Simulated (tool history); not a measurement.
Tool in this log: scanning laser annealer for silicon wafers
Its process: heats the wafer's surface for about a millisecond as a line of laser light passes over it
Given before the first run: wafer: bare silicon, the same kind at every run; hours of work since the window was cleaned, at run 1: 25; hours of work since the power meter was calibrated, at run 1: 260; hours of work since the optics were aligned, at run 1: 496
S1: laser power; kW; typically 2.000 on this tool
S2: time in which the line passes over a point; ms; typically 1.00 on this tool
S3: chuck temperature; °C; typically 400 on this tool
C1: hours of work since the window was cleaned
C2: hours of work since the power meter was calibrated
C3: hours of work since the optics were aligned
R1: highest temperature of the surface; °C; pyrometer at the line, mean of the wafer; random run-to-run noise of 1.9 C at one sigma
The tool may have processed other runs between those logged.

| run | hour | S1 | S2 | S3 | C1 | C2 | C3 | R1 |
|---|---|---|---|---|---|---|---|---|
| 1 | 0.0 | 2.000 | 1.00 | 400 | 25 | 260 | 496 | 1131 |
| 2 | 3.9 | 2.000 | 1.00 | 400 | 28 | 263 | 499 | 1129 |
| 3 | 11.5 | 2.000 | 1.15 | 400 | 33 | 269 | 504 | 1193 |
| 4 | 20.2 | 2.000 | 0.92 | 400 | 40 | 275 | 510 | 1097 |
| 5 | 27.8 | 2.000 | 0.92 | 421 | 45 | 281 | 516 | 1117 |
| 6 | 32.5 | 2.000 | 0.92 | 421 | 49 | 284 | 519 | 1117 |
| 7 | 37.9 | 2.000 | 1.00 | 409 | 53 | 288 | 523 | 1141 |
| 8 | 45.3 | 2.000 | 1.00 | 409 | 58 | 294 | 529 | 1139 |
| 9 | 53.5 | 2.000 | 1.00 | 389 | 64 | 300 | 535 | 1116 |
| 10 | 58.6 | 2.000 | 1.00 | 376 | 68 | 303 | 539 | 1105 |
| 11 | 66.4 | 2.000 | 1.00 | 376 | 74 | 309 | 544 | 1101 |
| 12 | 73.5 | 1.943 | 1.00 | 406 | 79 | 314 | 549 | 1113 |
| 13 | 80.1 | 1.943 | 1.00 | 406 | 84 | 319 | 554 | 1114 |
| 14 | 86.4 | 1.727 | 0.89 | 372 | 88 | 324 | 559 | 950 |
| 15 | 94.1 | 1.711 | 0.96 | 372 | 94 | 329 | 565 | 969 |
| 16 | 100.3 | 2.164 | 0.97 | 372 | 99 | 334 | 569 | 1149 |
| 17 | 104.6 | 2.176 | 1.01 | 400 | 102 | 337 | 572 | 1203 |
| 18 | 112.0 | 1.722 | 1.01 | 400 | 107 | 342 | 578 | 1020 |
| 19 | 116.9 | 2.022 | 0.70 | 438 | 111 | 346 | 581 | 1032 |
| 20 | 121.3 | 2.002 | 1.25 | 438 | 114 | 349 | 585 | 1265 |
| 21 | 130.0 | 1.813 | 0.86 | 429 | 120 | 356 | 591 | 1024 |

Alternative continuations, all from the tool just after run 21; predict every row:
| A | 137.3 | 1.776 | 0.86 | 429 | 126 | 361 | 596 | ? |
| B | 137.3 | 1.966 | 1.11 | 383 | 126 | 361 | 596 | ? |
| C | 137.3 | 1.974 | 0.98 | 426 | 126 | 361 | 596 | ? |
| D | 137.3 | 1.791 | 0.74 | 363 | 126 | 361 | 596 | ? |

| run | R1 |
|---|---|
| A | 1009 |
| B | 1139 |
| C | 1131 |
| D | 898 |
Stripped of hidden state, with their random variation kept, the same runs would have yielded:
| run | R1 |
|---|---|
| A | 1027 |
| B | 1162 |
| C | 1153 |
| D | 914 |
